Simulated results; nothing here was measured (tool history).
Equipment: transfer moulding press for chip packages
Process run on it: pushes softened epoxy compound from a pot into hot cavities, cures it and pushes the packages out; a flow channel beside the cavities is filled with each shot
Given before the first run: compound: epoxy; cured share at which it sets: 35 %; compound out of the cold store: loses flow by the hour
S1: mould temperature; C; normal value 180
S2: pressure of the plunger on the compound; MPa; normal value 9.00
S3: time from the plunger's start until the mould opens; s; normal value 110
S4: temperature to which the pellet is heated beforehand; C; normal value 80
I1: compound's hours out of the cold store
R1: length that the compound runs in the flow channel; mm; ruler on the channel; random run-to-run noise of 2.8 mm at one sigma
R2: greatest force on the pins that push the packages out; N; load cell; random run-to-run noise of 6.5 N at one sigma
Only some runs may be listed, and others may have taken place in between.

run 1 hour=0.0 | S1=180 S2=9.00 S3=110 S4=80 | I1=14.6 | R1=654 R2=263
run 2 hour=43.2 | S1=180 S2=9.00 S3=110 S4=80 | I1=45.8 | R1=562 R2=324
run 3 hour=71.6 | S1=180 S2=9.32 S3=110 S4=80 | I1=48.0 | R1=569 R2=337
run 4 hour=100.5 | S1=180 S2=9.00 S3=110 S4=80 | I1=16.5 | R1=653 R2=370
-- hour=109.9 cavities cleaned with cleaning compound and waxed
-- hour=145.7 plunger's sealing rings changed
run 5 hour=146.9 | S1=180 S2=9.00 S3=110 S4=80 | I1=24.2 | R1=645 R2=427
run 6 hour=175.4 | S1=180 S2=9.00 S3=110 S4=80 | I1=14.5 | R1=678 R2=424
run 7 hour=208.8 | S1=180 S2=9.00 S3=110 S4=80 | I1=12.1 | R1=685 R2=414
-- hour=223.9 cavities cleaned with cleaning compound and waxed
run 8 hour=238.0 | S1=180 S2=9.00 S3=110 S4=80 | I1=32.3 | R1=619 R2=288
run 9 hour=268.4 | S1=180 S2=9.90 S3=110 S4=80 | I1=46.7 | R1=605 R2=312
-- hour=273.4 cavities cleaned with cleaning compound and waxed, once more
run 10 hour=295.9 | S1=174 S2=8.88 S3=110 S4=80 | I1=25.8 | R1=643 R2=364
run 11 hour=326.7 | S1=182 S2=7.66 S3=96 S4=76 | I1=30.5 | R1=567 R2=376
run 12 hour=358.1 | S1=183 S2=6.84 S3=131 S4=79 | I1=11.9 | R1=583 R2=344
-- hour=386.1 cavities cleaned with cleaning compound and waxed
run 13 hour=386.1 | S1=178 S2=9.33 S3=110 S4=77 | I1=46.4 | R1=584 R2=265
run 14 hour=427.9 | S1=179 S2=8.01 S3=110 S4=80 | I1=14.7 | R1=621 R2=339
run 15 hour=456.8 | S1=172 S2=8.93 S3=108 S4=71 | I1=39.6 | R1=596 R2=489

What will run 16 give?
-- hour=497.8 cavities cleaned with cleaning compound and waxed
run 16 hour=497.8 | S1=175 S2=7.27 S3=110 S4=80 | I1=23.5 | R1=? R2=?

R1: 569 mm
R2: 310 N
Without the tool's hidden state the same run would have given R1 591 mm, R2 310 N.
